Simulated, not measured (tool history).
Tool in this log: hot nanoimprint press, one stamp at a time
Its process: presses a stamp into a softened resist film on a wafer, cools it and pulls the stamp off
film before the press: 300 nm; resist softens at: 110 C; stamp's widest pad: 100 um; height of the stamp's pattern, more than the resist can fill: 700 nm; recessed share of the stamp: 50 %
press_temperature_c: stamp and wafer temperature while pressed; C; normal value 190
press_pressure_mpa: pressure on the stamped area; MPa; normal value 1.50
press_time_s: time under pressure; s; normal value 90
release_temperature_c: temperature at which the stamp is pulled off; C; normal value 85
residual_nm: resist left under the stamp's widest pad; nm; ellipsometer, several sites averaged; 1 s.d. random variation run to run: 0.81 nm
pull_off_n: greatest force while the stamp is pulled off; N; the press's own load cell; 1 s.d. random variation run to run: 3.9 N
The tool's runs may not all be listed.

{"run": 1, "day": 0.0, "press_temperature_c": 190, "press_pressure_mpa": 1.5, "press_time_s": 90, "release_temperature_c": 85, "residual_nm": 133.0, "pull_off_n": 230}
{"run": 2, "day": 0.279, "press_temperature_c": 190, "press_pressure_mpa": 1.5, "press_time_s": 90, "release_temperature_c": 85, "residual_nm": 134.0, "pull_off_n": 240}
{"run": 3, "day": 0.546, "press_temperature_c": 190, "press_pressure_mpa": 1.5, "press_time_s": 90, "release_temperature_c": 85, "residual_nm": 134.2, "pull_off_n": 226}
{"run": 4, "day": 0.796, "press_temperature_c": 190, "press_pressure_mpa": 1.5, "press_time_s": 90, "release_temperature_c": 85, "residual_nm": 134.6, "pull_off_n": 243}
{"run": 5, "day": 1.138, "press_temperature_c": 190, "press_pressure_mpa": 1.5, "press_time_s": 90, "release_temperature_c": 85, "residual_nm": 135.1, "pull_off_n": 232}
{"run": 6, "day": 1.35, "press_temperature_c": 190, "press_pressure_mpa": 1.5, "press_time_s": 90, "release_temperature_c": 85, "residual_nm": 134.7, "pull_off_n": 249}
{"run": 7, "day": 1.504, "press_temperature_c": 190, "press_pressure_mpa": 1.5, "press_time_s": 90, "release_temperature_c": 85, "residual_nm": 135.8, "pull_off_n": 240}
{"run": 8, "day": 1.758, "press_temperature_c": 190, "press_pressure_mpa": 1.5, "press_time_s": 90, "release_temperature_c": 72, "residual_nm": 135.9, "pull_off_n": 329}
{"run": 9, "day": 2.038, "press_temperature_c": 190, "press_pressure_mpa": 1.5, "press_time_s": 90, "release_temperature_c": 72, "residual_nm": 134.5, "pull_off_n": 340}
{"run": 10, "day": 2.2, "press_temperature_c": 190, "press_pressure_mpa": 1.5, "press_time_s": 90, "release_temperature_c": 72, "residual_nm": 134.6, "pull_off_n": 334}
{"run": 11, "day": 2.529, "press_temperature_c": 190, "press_pressure_mpa": 1.5, "press_time_s": 90, "release_temperature_c": 72, "residual_nm": 136.0, "pull_off_n": 357}
{"day": 2.675, "done": "plate thermocouple calibrated"}
{"run": 12, "day": 2.954, "press_temperature_c": 190, "press_pressure_mpa": 1.5, "press_time_s": 90, "release_temperature_c": 72, "residual_nm": 136.9, "pull_off_n": 345}
{"day": 3.392, "done": "plate thermocouple calibrated, once more"}
{"run": 13, "day": 3.417, "press_temperature_c": 190, "press_pressure_mpa": 1.5, "press_time_s": 90, "release_temperature_c": 72, "residual_nm": 131.1, "pull_off_n": 342}
{"run": 14, "day": 3.588, "press_temperature_c": 190, "press_pressure_mpa": 1.5, "press_time_s": 90, "release_temperature_c": 72, "residual_nm": 130.8, "pull_off_n": 351}
{"run": 15, "day": 3.883, "press_temperature_c": 190, "press_pressure_mpa": 1.5, "press_time_s": 90, "release_temperature_c": 72, "residual_nm": 130.2, "pull_off_n": 352}
{"run": 16, "day": 4.083, "press_temperature_c": 190, "press_pressure_mpa": 1.5, "press_time_s": 65, "release_temperature_c": 75, "residual_nm": 148.0, "pull_off_n": 307}
{"run": 17, "day": 4.25, "press_temperature_c": 189, "press_pressure_mpa": 1.77, "press_time_s": 57, "release_temperature_c": 75, "residual_nm": 152.3, "pull_off_n": 326}
{"run": 18, "day": 4.533, "press_temperature_c": 189, "press_pressure_mpa": 1.77, "press_time_s": 57, "release_temperature_c": 75, "residual_nm": 153.3, "pull_off_n": 324}
{"run": 19, "day": 4.7, "press_temperature_c": 189, "press_pressure_mpa": 1.12, "press_time_s": 91, "release_temperature_c": 79, "residual_nm": 153.8, "pull_off_n": 299}
{"run": 20, "day": 4.867, "press_temperature_c": 190, "press_pressure_mpa": 1.62, "press_time_s": 90, "release_temperature_c": 85, "residual_nm": 127.3, "pull_off_n": 263}
{"run": 21, "day": 5.112, "press_temperature_c": 191, "press_pressure_mpa": 2.02, "press_time_s": 53, "release_temperature_c": 87, "residual_nm": 137.3, "pull_off_n": 251}
{"run": 22, "day": 5.358, "press_temperature_c": 190, "press_pressure_mpa": 1.5, "press_time_s": 90, "release_temperature_c": 86, "residual_nm": 131.0, "pull_off_n": 264}
{"run": 23, "day": 5.683, "press_temperature_c": 190, "press_pressure_mpa": 1.89, "press_time_s": 67, "release_temperature_c": 85, "residual_nm": 134.5, "pull_off_n": 267}
{"run": 24, "day": 5.888, "press_temperature_c": 190, "press_pressure_mpa": 1.89, "press_time_s": 67, "release_temperature_c": 85, "residual_nm": 135.5, "pull_off_n": 276}
{"run": 25, "day": 6.046, "press_temperature_c": 193, "press_pressure_mpa": 1.5, "press_time_s": 90, "release_temperature_c": 85, "residual_nm": 116.1, "pull_off_n": 278}
{"run": 26, "day": 6.358, "press_temperature_c": 193, "press_pressure_mpa": 1.5, "press_time_s": 51, "release_temperature_c": 79, "residual_nm": 144.5, "pull_off_n": 318}
{"run": 27, "day": 6.558, "press_temperature_c": 193, "press_pressure_mpa": 1.5, "press_time_s": 51, "release_temperature_c": 79, "residual_nm": 144.8, "pull_off_n": 331}
{"run": 28, "day": 6.779, "press_temperature_c": 193, "press_pressure_mpa": 1.15, "press_time_s": 160, "release_temperature_c": 79, "residual_nm": 101.0, "pull_off_n": 322}
{"run": 29, "day": 7.058, "press_temperature_c": 190, "press_pressure_mpa": 1.98, "press_time_s": 164, "release_temperature_c": 85, "residual_nm": 91.2, "pull_off_n": 277}
{"run": 30, "day": 7.221, "press_temperature_c": 190, "press_pressure_mpa": 1.88, "press_time_s": 136, "release_temperature_c": 80, "residual_nm": 101.4, "pull_off_n": 326}

Here are 4 independent what-if runs from the current tool condition. What would each one return?
{"run": "A", "day": 7.45, "press_temperature_c": 183, "press_pressure_mpa": 1.85, "press_time_s": 136, "release_temperature_c": 91, "residual_nm": "?", "pull_off_n": "?"}
{"run": "B", "day": 7.45, "press_temperature_c": 190, "press_pressure_mpa": 1.01, "press_time_s": 90, "release_temperature_c": 85, "residual_nm": "?", "pull_off_n": "?"}
{"run": "C", "day": 7.45, "press_temperature_c": 199, "press_pressure_mpa": 1.5, "press_time_s": 90, "release_temperature_c": 85, "residual_nm": "?", "pull_off_n": "?"}
{"run": "D", "day": 7.45, "press_temperature_c": 190, "press_pressure_mpa": 1.74, "press_time_s": 90, "release_temperature_c": 85, "residual_nm": "?", "pull_off_n": "?"}

run=A residual_nm=146.8 pull_off_n=240
run=B residual_nm=153.7 pull_off_n=279
run=C residual_nm=86.6 pull_off_n=286
run=D residual_nm=124.0 pull_off_n=276
Had the tool no hidden state, the same runs would have come out as:
run=A residual_nm=145.8 pull_off_n=161
run=B residual_nm=152.9 pull_off_n=188
run=C residual_nm=86.1 pull_off_n=192
run=D residual_nm=123.2 pull_off_n=185
